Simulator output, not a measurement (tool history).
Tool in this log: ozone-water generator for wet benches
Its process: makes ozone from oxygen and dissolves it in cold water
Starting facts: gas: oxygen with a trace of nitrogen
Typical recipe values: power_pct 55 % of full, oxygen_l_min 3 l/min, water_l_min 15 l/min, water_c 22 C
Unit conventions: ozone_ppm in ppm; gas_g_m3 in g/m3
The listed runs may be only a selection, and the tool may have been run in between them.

Run 1, hour 0: usual settings. Result: ozone_ppm 14.7 ppm, gas_g_m3 145.7 g/m3.
Run 2, hour 40.1: usual settings. Result: ozone_ppm 14.5 ppm, gas_g_m3 145.6 g/m3.
Run 3, hour 97.3: usual settings but oxygen_l_min 3.54 l/min. Result: ozone_ppm 14.7 ppm, gas_g_m3 132.3 g/m3.
Run 4, hour 156.7: usual settings but oxygen_l_min 3.54 l/min. Result: ozone_ppm 14.2 ppm, gas_g_m3 132.5 g/m3.
Run 5, hour 221: usual settings but oxygen_l_min 3.54 l/min. Result: ozone_ppm 14.3 ppm, gas_g_m3 131.2 g/m3.
Run 6, hour 269.7: usual settings. Result: ozone_ppm 14.7 ppm, gas_g_m3 147.6 g/m3.
Run 7, hour 316.5: usual settings but water_c 27 C. Result: ozone_ppm 13.5 ppm, gas_g_m3 146.3 g/m3.
Run 8, hour 381: usual settings but water_c 27 C. Result: ozone_ppm 13.6 ppm, gas_g_m3 147.1 g/m3.
Run 9, hour 440.6: usual settings but water_c 27 C. Result: ozone_ppm 13.5 ppm, gas_g_m3 148.1 g/m3.
Run 10, hour 498.9: usual settings but oxygen_l_min 2.26 l/min. Result: ozone_ppm 14.7 ppm, gas_g_m3 175.4 g/m3.
Run 11, hour 557.3: usual settings. Result: ozone_ppm 14.5 ppm, gas_g_m3 147.5 g/m3.
Run 12, hour 625.2: usual settings. Result: ozone_ppm 14.8 ppm, gas_g_m3 147.9 g/m3.
Run 13, hour 664.7: usual settings. Result: ozone_ppm 14.7 ppm, gas_g_m3 146.2 g/m3.
Run 14, hour 720: usual settings. Result: ozone_ppm 14.8 ppm, gas_g_m3 147.5 g/m3.
Run 15, hour 776.6: usual settings but oxygen_l_min 1.84 l/min. Result: ozone_ppm 14.2 ppm, gas_g_m3 197.3 g/m3.
Run 16, hour 824.5: usual settings but oxygen_l_min 1.84 l/min. Result: ozone_ppm 14.4 ppm, gas_g_m3 198.1 g/m3.
Run 17, hour 861.1: usual settings but oxygen_l_min 1.84 l/min. Result: ozone_ppm 14.2 ppm, gas_g_m3 200 g/m3.
Run 18, hour 901.1: usual settings but water_c 16 C. Result: ozone_ppm 15.4 ppm, gas_g_m3 147.7 g/m3.
Run 19, hour 931.4: usual settings but water_l_min 11 l/min, water_c 16 C. Result: ozone_ppm 20 ppm, gas_g_m3 146 g/m3.
Run 20, hour 998: usual settings but power_pct 49 % of full, oxygen_l_min 2.28 l/min. Result: ozone_ppm 13.2 ppm, gas_g_m3 159.1 g/m3.
Run 21, hour 1037.7: usual settings but power_pct 81 % of full, oxygen_l_min 2.28 l/min, water_c 19 C. Result: ozone_ppm 20.5 ppm, gas_g_m3 238.3 g/m3.
Run 22, hour 1066.6: usual settings but water_c 21 C. Result: ozone_ppm 14.8 ppm, gas_g_m3 146.2 g/m3.
Run 23, hour 1126: usual settings but power_pct 48 % of full, oxygen_l_min 3.51 l/min, water_l_min 12 l/min, water_c 19 C. Result: ozone_ppm 15.8 ppm, gas_g_m3 119.8 g/m3.
Run 24, hour 1173.2: usual settings but power_pct 97 % of full, oxygen_l_min 4.44 l/min, water_l_min 18 l/min, water_c 23 C. Result: ozone_ppm 19.3 ppm, gas_g_m3 181.8 g/m3.
Run 25, hour 1218.3: usual settings but power_pct 97 % of full, oxygen_l_min 4.44 l/min, water_l_min 18 l/min, water_c 23 C. Result: ozone_ppm 19.5 ppm, gas_g_m3 184.1 g/m3.
Run 26, hour 1256.6: usual settings but power_pct 97 % of full, oxygen_l_min 4.44 l/min, water_l_min 9 l/min, water_c 23 C. Result: ozone_ppm 29.5 ppm, gas_g_m3 180.6 g/m3.
Run 27, hour 1301.7: usual settings but water_l_min 13 l/min. Result: ozone_ppm 16 ppm, gas_g_m3 147.8 g/m3.
Run 28, hour 1354.8: usual settings but power_pct 49 % of full. Result: ozone_ppm 13.3 ppm, gas_g_m3 134.1 g/m3.
Run 29, hour 1419.1: usual settings but power_pct 69 % of full, oxygen_l_min 1.55 l/min, water_l_min 18 l/min, water_c 14 C. Result: ozone_ppm 15.4 ppm, gas_g_m3 263.7 g/m3.
Run 30, hour 1457: usual settings but power_pct 97 % of full, oxygen_l_min 2.34 l/min, water_l_min 11 l/min. Result: ozone_ppm 29.4 ppm, gas_g_m3 273.3 g/m3.
Run 31, hour 1499.1: usual settings but power_pct 97 % of full, oxygen_l_min 2.34 l/min, water_l_min 11 l/min. Result: ozone_ppm 29.5 ppm, gas_g_m3 271.8 g/m3.
Run 32, hour 1565: usual settings but oxygen_l_min 3.27 l/min, water_c 15 C. Result: ozone_ppm 15.6 ppm, gas_g_m3 139.5 g/m3.

Consider 3 possible next runs. They are alternatives, not a sequence: every one starts from the tool as it was left by run 32. What does each give?
Run A, hour 1593.6: usual settings but power_pct 62 % of full, oxygen_l_min 3.27 l/min, water_c 15 C. Result: ozone_ppm ?, gas_g_m3 ?.
Run B, hour 1593.6: usual settings but water_c 25 C. Result: ozone_ppm ?, gas_g_m3 ?.
Run C, hour 1593.6: usual settings but oxygen_l_min 3.98 l/min. Result: ozone_ppm ?, gas_g_m3 ?.

run  ozone_ppm  gas_g_m3
  A       17.5     153.5
  B       13.9     146.3
  C       14.2     122.5
With no hidden state in the tool, these same runs would have given:
run  ozone_ppm  gas_g_m3
  A       17.5     153.6
  B       13.9     146.4
  C       14.2     122.5
